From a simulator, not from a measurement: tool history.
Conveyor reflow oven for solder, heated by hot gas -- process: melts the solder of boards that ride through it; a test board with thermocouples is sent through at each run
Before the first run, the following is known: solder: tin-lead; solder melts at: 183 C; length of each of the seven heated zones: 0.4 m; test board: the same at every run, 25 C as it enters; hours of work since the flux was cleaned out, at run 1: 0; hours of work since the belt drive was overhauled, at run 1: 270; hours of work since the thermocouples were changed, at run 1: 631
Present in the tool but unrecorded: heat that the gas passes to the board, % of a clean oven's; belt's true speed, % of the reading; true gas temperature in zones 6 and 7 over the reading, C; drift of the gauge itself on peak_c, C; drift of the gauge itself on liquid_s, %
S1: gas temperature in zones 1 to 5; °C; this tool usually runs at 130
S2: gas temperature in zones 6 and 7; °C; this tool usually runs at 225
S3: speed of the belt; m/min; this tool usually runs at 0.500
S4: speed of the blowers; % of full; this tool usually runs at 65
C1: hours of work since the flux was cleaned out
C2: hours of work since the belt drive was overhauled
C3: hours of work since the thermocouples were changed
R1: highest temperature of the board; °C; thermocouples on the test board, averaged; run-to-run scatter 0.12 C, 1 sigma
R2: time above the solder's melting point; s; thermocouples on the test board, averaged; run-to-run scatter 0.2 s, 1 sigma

run	day	S1	S2	S3	S4	C1	C2	C3	R1	R2
1	0.000	130	225	0.500	65	0	270	631	211.7	64.2
2	1.854	130	225	0.500	65	27	298	658	211.5	64.2
3	4.821	130	225	0.500	65	71	342	702	211.6	63.8
4	6.908	130	225	0.500	65	102	372	733	211.4	64.0
5	9.917	132	225	0.500	65	146	417	777	211.9	65.3
6	11.971	132	215	0.500	65	177	447	807	202.8	53.9
7	15.146	130	225	0.500	65	223	494	854	211.6	64.1
8	17.646	130	235	0.555	65	260	531	891	217.0	62.0

Run 9 comes next. What will it give?
9	20.896	145	235	0.555	77	308	579	939	?	?

{"run 9": {"R1": 222.1, "R2": 73.5}}
With the hidden condition absent and the run-to-run variation left alone, this run would have shown R1 221.6 °C, R2 72.1 s.

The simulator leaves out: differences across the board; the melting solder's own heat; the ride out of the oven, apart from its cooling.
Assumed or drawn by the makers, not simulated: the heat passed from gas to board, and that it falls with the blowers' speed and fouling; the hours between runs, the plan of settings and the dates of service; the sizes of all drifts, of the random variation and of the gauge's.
